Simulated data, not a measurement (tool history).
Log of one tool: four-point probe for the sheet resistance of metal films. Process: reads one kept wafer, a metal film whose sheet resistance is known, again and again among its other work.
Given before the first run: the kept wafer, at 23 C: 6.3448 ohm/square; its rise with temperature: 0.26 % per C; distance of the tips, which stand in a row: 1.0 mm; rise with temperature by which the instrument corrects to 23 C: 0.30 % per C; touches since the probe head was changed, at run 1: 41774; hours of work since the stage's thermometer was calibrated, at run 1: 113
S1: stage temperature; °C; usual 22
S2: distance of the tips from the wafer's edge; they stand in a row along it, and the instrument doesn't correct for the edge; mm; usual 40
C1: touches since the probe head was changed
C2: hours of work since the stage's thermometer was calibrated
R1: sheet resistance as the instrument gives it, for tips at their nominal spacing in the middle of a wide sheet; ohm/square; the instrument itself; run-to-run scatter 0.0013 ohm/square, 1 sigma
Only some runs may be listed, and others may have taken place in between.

Run 1, day 0.000: usual settings; C1 41774; C2 113. Result: R1 6.345951 ohm/square.
Run 2, day 1.067: usual settings but S2 4 mm; C1 42694; C2 127. Result: R1 6.549798 ohm/square.
Run 3, day 2.138: usual settings but S1 30 °C; C1 43620; C2 140. Result: R1 6.326308 ohm/square.
Run 4, day 3.608: usual settings but S1 30 °C; C1 44889; C2 159. Result: R1 6.323159 ohm/square.
Run 5, day 4.629: usual settings but S1 30 °C; C1 45771; C2 172. Result: R1 6.324541 ohm/square.
Run 6, day 6.058: usual settings but S1 30 °C; C1 47007; C2 190. Result: R1 6.326229 ohm/square.
Run 7, day 7.533: usual settings but S1 30 °C; C1 48283; C2 209. Result: R1 6.325255 ohm/square.
Run 8, day 8.592: usual settings but S1 30 °C; C1 49196; C2 223. Result: R1 6.326054 ohm/square.
Run 9, day 9.729: usual settings but S1 30 °C; C1 50179; C2 237. Result: R1 6.327744 ohm/square.
Run 10, day 11.079: usual settings; C1 51344; C2 255. Result: R1 6.350708 ohm/square.
Run 11, day 12.221: usual settings; C1 52330; C2 269. Result: R1 6.352322 ohm/square.
Run 12, day 13.250: usual settings but S1 19 °C; C1 53219; C2 282. Result: R1 6.357724 ohm/square.
Run 13, day 14.671: usual settings but S1 19 °C; C1 54445; C2 300. Result: R1 6.359898 ohm/square.
Run 14, day 15.921: usual settings but S1 19 °C; C1 55524; C2 316. Result: R1 6.357579 ohm/square.
Run 15, day 16.629: usual settings but S1 19 °C; C1 56136; C2 325. Result: R1 6.358487 ohm/square.
Run 16, day 18.079: usual settings but S1 21 °C; C1 57390; C2 344. Result: R1 6.354961 ohm/square.
Run 17, day 19.262: usual settings but S1 21 °C; C1 58411; C2 359. Result: R1 6.354502 ohm/square.
Run 18, day 20.521: usual settings but S1 21 °C; C1 59497; C2 375. Result: R1 6.355302 ohm/square.
Run 19, day 21.429: usual settings; C1 60283; C2 387. Result: R1 6.352462 ohm/square.
Run 20, day 22.229: usual settings but S1 32 °C, S2 9 mm; C1 60975; C2 397. Result: R1 6.365250 ohm/square.
Run 21, day 22.975: usual settings but S2 51 mm; C1 61617; C2 407. Result: R1 6.351480 ohm/square.
Run 22, day 23.746: usual settings but S2 51 mm; C1 62282; C2 416. Result: R1 6.351764 ohm/square.
Run 23, day 24.550: usual settings but S1 33 °C, S2 7 mm; C1 62978; C2 427. Result: R1 6.388226 ohm/square.
Run 24, day 25.650: usual settings but S1 33 °C, S2 7 mm; C1 63930; C2 441. Result: R1 6.389704 ohm/square.
Run 25, day 27.000: usual settings but S1 21 °C, S2 11 mm; C1 65096; C2 458. Result: R1 6.384882 ohm/square.
Run 26, day 27.675: usual settings but S1 18 °C, S2 22 mm; C1 65676; C2 467. Result: R1 6.371901 ohm/square.
Run 27, day 28.333: usual settings but S1 18 °C, S2 11 mm; C1 66246; C2 475. Result: R1 6.393279 ohm/square.
Run 28, day 29.229: usual settings but S1 18 °C, S2 11 mm; C1 67021; C2 486. Result: R1 6.391646 ohm/square.
Run 29, day 30.629: usual settings but S1 21 °C, S2 3 mm; C1 68229; C2 504. Result: R1 6.713031 ohm/square.
Run 30, day 31.579: usual settings but S1 29 °C, S2 46 mm; C1 69049; C2 516. Result: R1 6.334000 ohm/square.
Run 31, day 32.775: usual settings but S1 29 °C, S2 46 mm; C1 70083; C2 532. Result: R1 6.336291 ohm/square.
Run 32, day 33.896: usual settings but S1 29 °C, S2 7 mm; C1 71052; C2 546. Result: R1 6.403050 ohm/square.
Run 33, day 34.838: usual settings but S1 29 °C, S2 7 mm; C1 71863; C2 558. Result: R1 6.403378 ohm/square.
Run 34, day 35.433: usual settings but S1 29 °C, S2 7 mm; C1 72379; C2 566. Result: R1 6.401682 ohm/square.
Run 35, day 36.608: usual settings but S1 30 °C, S2 5 mm; C1 73393; C2 581. Result: R1 6.465581 ohm/square.
Run 36, day 37.438: usual settings but S1 30 °C, S2 56 mm; C1 74108; C2 591. Result: R1 6.329592 ohm/square.
Run 37, day 38.917: usual settings but S1 30 °C, S2 56 mm; C1 75387; C2 610. Result: R1 6.331791 ohm/square.

Below are 3 alternative next runs, each starting from the tool's condition after run 37. Predict each:
Run A, day 39.571: usual settings but S1 20 °C; C1 75953; C2 619. Result: R1 ?.
Run B, day 39.571: usual settings but S1 21 °C, S2 69 mm; C1 75953; C2 619. Result: R1 ?.
Run C, day 39.571: usual settings but S1 30 °C, S2 17 mm; C1 75953; C2 619. Result: R1 ?.

run        R1
  A  6.361251
  B  6.357912
  C  6.345154
Take away the tool's hidden state, keep each run's random variation, and the runs would have read:
run        R1
  A  6.354730
  B  6.351387
  C  6.338582
